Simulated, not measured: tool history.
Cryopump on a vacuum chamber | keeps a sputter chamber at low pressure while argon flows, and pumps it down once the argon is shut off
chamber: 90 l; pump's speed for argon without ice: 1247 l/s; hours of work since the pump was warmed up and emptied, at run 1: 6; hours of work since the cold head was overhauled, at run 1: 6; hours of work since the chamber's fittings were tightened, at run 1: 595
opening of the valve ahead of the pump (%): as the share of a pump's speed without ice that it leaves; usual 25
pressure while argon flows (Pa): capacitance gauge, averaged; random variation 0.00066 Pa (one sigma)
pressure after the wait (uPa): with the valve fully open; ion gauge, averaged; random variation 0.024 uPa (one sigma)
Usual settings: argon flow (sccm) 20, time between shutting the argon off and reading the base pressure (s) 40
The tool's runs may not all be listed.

run,hour,argon flow (sccm),time between shutting the argon off and reading the base pressure (s),opening of the valve ahead of the pump (%),hours of work since the pump was warmed up and emptied,hours of work since the cold head was overhauled,hours of work since the chamber's fittings were tightened,pressure while argon flows (Pa),pressure after the wait (uPa)
1,0.0,20,40,25,6,6,595,0.1086,2.56
2,20.2,20,40,25,21,21,609,0.1086,2.56
3,40.9,20,40,25,36,36,624,0.1084,2.65
4,62.5,20,40,25,52,52,640,0.1096,2.72
5,88.7,20,40,25,71,71,659,0.1097,2.77
6,114.8,20,40,25,90,90,678,0.1094,2.91
7,139.8,20,64,25,108,108,696,0.1107,2.72
8,164.6,20,64,25,126,126,714,0.1107,2.82
9,186.7,20,64,25,142,142,730,0.1108,2.91
10,210.0,20,40,25,159,159,747,0.1105,3.09
11,237.0,20,40,25,178,178,767,0.1121,3.32
12,253.6,20,32,25,190,190,779,0.1118,3.53
13,270.3,20,32,25,203,203,791,0.1107,3.57
14,283.8,20,32,25,212,212,801,0.1116,3.57
15,302.1,20,32,25,226,226,814,0.1135,3.58
16,323.2,20,40,25,241,241,829,0.1116,3.52
17,336.7,20,40,25,251,251,839,0.1123,3.72
18,358.0,16,62,18,266,266,855,0.1236,3.48
19,370.5,20,64,53,275,275,864,0.0567,3.41
20,397.8,20,31,19,295,295,884,0.1472,4.01
21,423.2,20,40,38,314,314,902,0.0768,3.90
22,439.3,20,40,38,325,325,914,0.0760,3.99
# hour 462.8: pump warmed up, emptied and cooled again
23,465.8,20,40,38,2,341,929,0.0713,3.41
24,482.1,26,22,44,14,353,941,0.0806,4.08
25,503.5,26,22,44,30,368,957,0.0807,4.16
26,516.7,29,298,24,39,378,966,0.1651,3.08
27,541.7,29,298,24,57,396,984,0.1649,3.06
28,556.6,29,298,24,68,407,995,0.1642,3.30
29,580.2,29,265,15,85,424,1012,0.2645,3.27
30,595.3,29,265,15,96,435,1023,0.2655,3.29
31,607.8,29,265,53,105,444,1033,0.0763,3.32
32,623.6,29,265,53,117,456,1044,0.0760,3.42
33,643.6,9,95,17,131,470,1059,0.0734,3.69
34,662.8,33,40,25,145,484,1073,0.1833,4.07

Hidden state at the last listed run before each entry between runs and at the first one after, where it differs:
Between runs 22 and 23: pump warmed up, emptied and cooled again (hour 462.8)
  pump's speed, % of a pump's without ice: 83.7 -> 99.8; cold plate's temperature, K: 12.19 -> 12.2; leak into the chamber, uPa l/s: 3443 -> 3496
  measured less the result without the state, pressure while argon flows (Pa): +0.0053 -> +0.0002; pressure after the wait (uPa): +3.09 -> +2.53

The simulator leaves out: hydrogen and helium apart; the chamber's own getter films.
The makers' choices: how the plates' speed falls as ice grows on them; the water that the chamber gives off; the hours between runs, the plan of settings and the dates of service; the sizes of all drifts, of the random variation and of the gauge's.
